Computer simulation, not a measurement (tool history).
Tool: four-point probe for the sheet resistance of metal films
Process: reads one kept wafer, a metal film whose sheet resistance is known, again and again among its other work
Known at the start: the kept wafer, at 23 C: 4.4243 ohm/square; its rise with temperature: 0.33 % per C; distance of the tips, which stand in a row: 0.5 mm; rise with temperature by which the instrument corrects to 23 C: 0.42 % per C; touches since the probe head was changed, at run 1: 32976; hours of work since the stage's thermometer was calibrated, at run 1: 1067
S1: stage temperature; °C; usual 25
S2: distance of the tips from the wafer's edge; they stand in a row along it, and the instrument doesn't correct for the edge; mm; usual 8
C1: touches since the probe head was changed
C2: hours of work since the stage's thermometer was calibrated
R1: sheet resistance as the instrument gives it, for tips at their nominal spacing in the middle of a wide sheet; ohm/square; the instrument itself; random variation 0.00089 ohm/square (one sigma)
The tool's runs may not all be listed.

run     day  S1  S2     C1    C2        R1
  1       0  25   8  32976  1067  4.425188
  2   2.108  25   8  34293  1089  4.426406
  3   4.721  25   8  35925  1117   4.42506
  4   6.275  25   8  36893  1134  4.426646
  5   8.404  25   8  38223  1157  4.424828
  6  10.733  23   8  39680  1182  4.432368
  7  12.462  23   8  40758  1200  4.433205
  8  14.896  23   8  42279  1226  4.432724
  9  15.996  23   8  42966  1238  4.433613
 10  17.446  25  17  43871  1254  4.417773
 11  18.892  25  17  44773  1269  4.417252
 12  20.338  25  17  45677  1285  4.419724
 13  21.408  25  17  46344  1296  4.417476
 14  23.162  25  17  47441  1315  4.417061
 15  25.254  25  17  48747  1337  4.418944
 16  27.692  24  17  50270  1364  4.422124
 17  29.838  24  17  51611  1387  4.423457
 18  32.208  32   5  53091  1412  4.415006
 19  33.517  25  18  53906  1426  4.417844
 20  35.258  25  18  54994  1445  4.419087
 21  36.662  25  18  55871  1460  4.418034
 22  37.717  32  19  56531  1471  4.390452
 23  39.492  31  10  57638  1490  4.400018
 24  40.804  31  10  58459  1504  4.400737
 25  42.812  24   3  59713  1526  4.486317
 26  44.379  19   5  60692  1542  4.461679
 27  46.738  19   5  62164  1568  4.464055
     47.088  -- stage's thermometer calibrated
 28  49.296  19   5  63748    24  4.463102

Forecast each of these 5 alternatives for the next run:
  A  51.396  35   8  65060  46   ?
  B  51.396  33  17  65060  46   ?
  C  51.396  21   8  65060  46   ?
  D  51.396  26  25  65060  46   ?
  E  51.396  19   3  65060  46   ?

run        R1
  A  4.389777
  B  4.389412
  C  4.442161
  D  4.413839
  E  4.506749
Without the tool's hidden state the same runs would have given:
run        R1
  A  4.389798
  B  4.389433
  C  4.442181
  D  4.413859
  E   4.50677

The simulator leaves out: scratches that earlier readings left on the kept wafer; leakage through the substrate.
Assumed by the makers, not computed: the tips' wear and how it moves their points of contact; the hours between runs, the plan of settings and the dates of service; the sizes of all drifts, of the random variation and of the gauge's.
